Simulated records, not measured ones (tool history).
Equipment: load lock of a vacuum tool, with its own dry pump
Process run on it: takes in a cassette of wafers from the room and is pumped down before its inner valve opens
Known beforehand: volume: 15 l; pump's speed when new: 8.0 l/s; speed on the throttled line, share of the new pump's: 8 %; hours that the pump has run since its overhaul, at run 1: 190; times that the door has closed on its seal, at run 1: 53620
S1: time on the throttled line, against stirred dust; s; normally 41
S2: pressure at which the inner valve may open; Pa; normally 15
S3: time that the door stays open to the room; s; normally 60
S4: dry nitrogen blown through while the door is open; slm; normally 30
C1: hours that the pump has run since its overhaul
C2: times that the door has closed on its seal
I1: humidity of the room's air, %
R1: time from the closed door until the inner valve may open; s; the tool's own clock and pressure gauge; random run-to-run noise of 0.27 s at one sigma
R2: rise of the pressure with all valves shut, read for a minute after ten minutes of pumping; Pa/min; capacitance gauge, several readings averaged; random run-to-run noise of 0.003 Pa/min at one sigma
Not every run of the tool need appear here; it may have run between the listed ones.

Run 1, hour 0.0: usual settings; C1 190; C2 53620; I1 45.2. Result: R1 53.8 s, R2 0.103 Pa/min.
Run 2, hour 259.8: usual settings; C1 450; C2 54484; I1 42.6. Result: R1 54.4 s, R2 0.111 Pa/min.
Run 3, hour 673.1: usual settings; C1 863; C2 55858; I1 43.6. Result: R1 53.9 s, R2 0.109 Pa/min.
Run 4, hour 1129.9: usual settings; C1 1320; C2 57376; I1 43.2. Result: R1 53.9 s, R2 0.107 Pa/min.
Run 5, hour 1380.5: usual settings; C1 1571; C2 58209; I1 43.8. Result: R1 54.5 s, R2 0.115 Pa/min.
Run 6, hour 1623.0: usual settings; C1 1813; C2 59015; I1 48.3. Result: R1 54.7 s, R2 0.125 Pa/min.
Run 7, hour 2110.2: usual settings; C1 2300; C2 60634; I1 45.6. Result: R1 54.7 s, R2 0.125 Pa/min.
Run 8, hour 2638.5: usual settings; C1 2829; C2 62390; I1 43.2. Result: R1 54.6 s, R2 0.131 Pa/min.
Run 9, hour 3175.4: usual settings; C1 3366; C2 64175; I1 40.0. Result: R1 55.4 s, R2 0.133 Pa/min.
Run 10, hour 3554.4: usual settings; C1 3745; C2 65435; I1 47.3. Result: R1 54.6 s, R2 0.136 Pa/min.
Run 11, hour 4049.9: usual settings but S4 15 slm; C1 4240; C2 67082; I1 45.6. Result: R1 54.9 s, R2 0.155 Pa/min.
Run 12, hour 4514.3: usual settings but S1 37 s, S4 15 slm; C1 4705; C2 68626; I1 47.1. Result: R1 51.7 s, R2 0.153 Pa/min.
Run 13, hour 4978.4: usual settings but S2 22 Pa; C1 5169; C2 70168; I1 45.3. Result: R1 55.0 s, R2 0.153 Pa/min.
Run 14, hour 5503.1: usual settings; C1 5693; C2 71913; I1 42.1. Result: R1 55.7 s, R2 0.147 Pa/min.
Run 15, hour 5750.6: usual settings; C1 5941; C2 72735; I1 47.5. Result: R1 55.9 s, R2 0.160 Pa/min.
At hour 5782.0: door's seal changed, seat wiped.
Run 16, hour 6168.4: usual settings; C1 6357; C2 1285; I1 42.7. Result: R1 56.1 s, R2 0.037 Pa/min.
Run 17, hour 6688.7: usual settings; C1 6877; C2 3015; I1 47.4. Result: R1 55.9 s, R2 0.046 Pa/min.
Run 18, hour 7081.0: usual settings; C1 7270; C2 4319; I1 43.3. Result: R1 56.2 s, R2 0.037 Pa/min.
Run 19, hour 7564.3: usual settings; C1 7753; C2 5925; I1 46.0. Result: R1 56.3 s, R2 0.042 Pa/min.
Run 20, hour 7945.7: usual settings; C1 8135; C2 7193; I1 44.5. Result: R1 56.3 s, R2 0.040 Pa/min.
Run 21, hour 8393.5: usual settings; C1 8582; C2 8681; I1 44.5. Result: R1 56.1 s, R2 0.040 Pa/min.
Run 22, hour 8679.7: usual settings but S1 60 s, S3 27 s, S4 26 slm; C1 8869; C2 9633; I1 47.3. Result: R1 73.7 s, R2 0.035 Pa/min.
Run 23, hour 9187.6: usual settings but S2 19 Pa; C1 9376; C2 11321; I1 48.8. Result: R1 56.1 s, R2 0.044 Pa/min.
Run 24, hour 9674.7: usual settings but S1 72 s, S2 18 Pa, S3 151 s, S4 21 slm; C1 9863; C2 12940; I1 45.4. Result: R1 83.4 s, R2 0.084 Pa/min.
Run 25, hour 10128.3: usual settings but S1 72 s, S2 18 Pa, S3 127 s, S4 21 slm; C1 10317; C2 14448; I1 45.7. Result: R1 84.5 s, R2 0.077 Pa/min.
At hour 10473.8: dry pump taken out, an overhauled one fitted.
Run 26, hour 10521.7: usual settings but S2 24 Pa, S3 177 s, S4 14 slm; C1 48; C2 15735; I1 46.4. Result: R1 53.2 s, R2 0.105 Pa/min.
Run 27, hour 10844.7: usual settings but S2 24 Pa, S3 177 s, S4 14 slm; C1 371; C2 16809; I1 47.5. Result: R1 53.8 s, R2 0.106 Pa/min.
Run 28, hour 11143.9: usual settings but S2 24 Pa, S3 177 s, S4 14 slm; C1 670; C2 17804; I1 46.5. Result: R1 54.0 s, R2 0.111 Pa/min.
Run 29, hour 11489.1: usual settings but S2 24 Pa, S3 177 s, S4 14 slm; C1 1015; C2 18951; I1 43.0. Result: R1 53.8 s, R2 0.104 Pa/min.
Run 30, hour 11876.5: usual settings but S1 45 s, S2 21 Pa, S3 27 s, S4 5 slm; C1 1403; C2 20239; I1 44.6. Result: R1 57.6 s, R2 0.047 Pa/min.
Run 31, hour 12311.2: usual settings but S1 45 s, S2 21 Pa, S3 27 s, S4 5 slm; C1 1837; C2 21684; I1 44.7. Result: R1 58.3 s, R2 0.051 Pa/min.
Run 32, hour 12618.9: usual settings but S1 59 s, S3 27 s, S4 5 slm; C1 2145; C2 22706; I1 44.1. Result: R1 71.6 s, R2 0.052 Pa/min.
Run 33, hour 13032.1: usual settings but S1 59 s, S3 27 s, S4 5 slm; C1 2558; C2 24080; I1 44.8. Result: R1 71.2 s, R2 0.052 Pa/min.
Run 34, hour 13258.6: usual settings but S1 59 s, S2 18 Pa, S3 38 s, S4 5 slm; C1 2785; C2 24833; I1 46.7. Result: R1 71.4 s, R2 0.063 Pa/min.
Run 35, hour 13613.4: usual settings but S1 27 s, S2 22 Pa, S3 174 s, S4 12 slm; C1 3140; C2 26012; I1 45.2. Result: R1 41.7 s, R2 0.123 Pa/min.
Run 36, hour 13982.0: usual settings but S1 28 s, S2 10 Pa, S3 52 s, S4 12 slm; C1 3508; C2 27237; I1 47.3. Result: R1 44.6 s, R2 0.069 Pa/min.
Run 37, hour 14224.7: usual settings but S1 28 s, S2 10 Pa, S3 52 s, S4 12 slm; C1 3751; C2 28044; I1 46.2. Result: R1 44.8 s, R2 0.071 Pa/min.

Table of differences, measured result less the result of that run with no hidden state. Run-to-run variation is the same in both. Gauge scatter possibly is not:
The hidden state here: pump's speed, % of a new pump's; leak at the door's seal, Pa l/s; drift of the gauge itself on ready_s, %; drift of the gauge itself on rise_pa_min, %.
run    R1      R2
  1  +0.0  +0.073
  2  +0.1  +0.075
  3  +0.2  +0.077
  4  +0.2  +0.080
  5  +0.3  +0.081
  6  +0.4  +0.085
  7  +0.6  +0.090
  8  +0.6  +0.095
  9  +0.8  +0.099
 10  +0.9  +0.103
 11  +1.0  +0.110
 12  +1.3  +0.113
 13  +1.2  +0.119
 14  +1.5  +0.122
 15  +1.6  +0.126
 16  +1.7  +0.003
 17  +1.8  +0.004
 18  +1.9  +0.005
 19  +2.1  +0.006
 20  +2.3  +0.007
 21  +2.5  +0.008
 22  +2.2  +0.010
 23  +2.6  +0.011
 24  +2.1  +0.013
 25  +2.4  +0.014
 26  +0.4  +0.016
 27  +0.5  +0.016
 28  +0.6  +0.018
 29  +0.7  +0.019
 30  +0.8  +0.021
 31  +0.9  +0.023
 32  +1.0  +0.024
 33  +1.0  +0.026
 34  +1.1  +0.027
 35  +1.4  +0.029
 36  +1.7  +0.030
 37  +1.8  +0.031
